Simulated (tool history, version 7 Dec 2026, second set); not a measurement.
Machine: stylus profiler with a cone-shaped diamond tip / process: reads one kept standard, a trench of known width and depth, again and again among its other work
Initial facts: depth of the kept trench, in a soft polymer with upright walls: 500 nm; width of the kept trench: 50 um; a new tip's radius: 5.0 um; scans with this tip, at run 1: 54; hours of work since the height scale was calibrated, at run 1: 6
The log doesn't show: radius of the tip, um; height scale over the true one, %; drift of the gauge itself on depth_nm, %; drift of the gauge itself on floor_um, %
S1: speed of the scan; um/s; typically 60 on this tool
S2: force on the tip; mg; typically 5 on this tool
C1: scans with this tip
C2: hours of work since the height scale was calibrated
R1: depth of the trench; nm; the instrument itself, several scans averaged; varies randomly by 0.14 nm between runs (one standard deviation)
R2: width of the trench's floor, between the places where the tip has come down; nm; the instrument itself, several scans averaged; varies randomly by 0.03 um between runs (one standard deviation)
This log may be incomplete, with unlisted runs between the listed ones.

{"run": 1, "hour": 0.0, "S1": 60, "S2": 5, "C1": 54, "C2": 6, "R1": 505.15, "R2": 45450}
{"run": 2, "hour": 22.3, "S1": 22, "S2": 5, "C1": 142, "C2": 16, "R1": 504.9, "R2": 45540}
{"run": 3, "hour": 55.7, "S1": 60, "S2": 2.58, "C1": 274, "C2": 31, "R1": 502.95, "R2": 45270}
{"run": 4, "hour": 99.8, "S1": 60, "S2": 2.58, "C1": 449, "C2": 51, "R1": 503.2, "R2": 45270}
{"run": 5, "hour": 119.9, "S1": 60, "S2": 2.58, "C1": 529, "C2": 60, "R1": 503.3, "R2": 45260}
{"run": 6, "hour": 165.2, "S1": 60, "S2": 2.58, "C1": 708, "C2": 80, "R1": 503.41, "R2": 45230}
{"run": 7, "hour": 196.5, "S1": 132, "S2": 11.36, "C1": 833, "C2": 94, "R1": 508.94, "R2": 45220}
{"run": 8, "hour": 224.4, "S1": 132, "S2": 11.36, "C1": 943, "C2": 106, "R1": 509.2, "R2": 45170}
{"run": 9, "hour": 259.2, "S1": 84, "S2": 4.04, "C1": 1081, "C2": 122, "R1": 504.19, "R2": 45100}
{"hour": 263.8, "done": "height scale calibrated on a step standard"}
{"run": 10, "hour": 289.6, "S1": 48, "S2": 3.94, "C1": 1200, "C2": 12, "R1": 504.67, "R2": 45270}
{"run": 11, "hour": 329.9, "S1": 16, "S2": 5, "C1": 1359, "C2": 30, "R1": 505.25, "R2": 45360}
{"hour": 353.4, "done": "height scale calibrated on a step standard, once more"}
{"run": 12, "hour": 356.4, "S1": 16, "S2": 5, "C1": 1463, "C2": 1, "R1": 505, "R2": 45330}

Below are 4 alternative next runs, each starting from the tool's condition after run 12. Predict each:
{"run": "A", "hour": 390.0, "S1": 98, "S2": 2.24, "C1": 1596, "C2": 16, "R1": "?", "R2": "?"}
{"run": "B", "hour": 390.0, "S1": 19, "S2": 9.65, "C1": 1596, "C2": 16, "R1": "?", "R2": "?"}
{"run": "C", "hour": 390.0, "S1": 236, "S2": 5, "C1": 1596, "C2": 16, "R1": "?", "R2": "?"}
{"run": "D", "hour": 390.0, "S1": 122, "S2": 2, "C1": 1596, "C2": 16, "R1": "?", "R2": "?"}

run=A R1=503.36 R2=44840
run=B R1=508.28 R2=45340
run=C R1=505.39 R2=44580
run=D R1=502.95 R2=44740
Take away the tool's hidden state, keep each run's random variation, and the runs would have read:
run=A R1=503.11 R2=45130
run=B R1=508.03 R2=45630
run=C R1=505.14 R2=44870
run=D R1=502.7 R2=45040
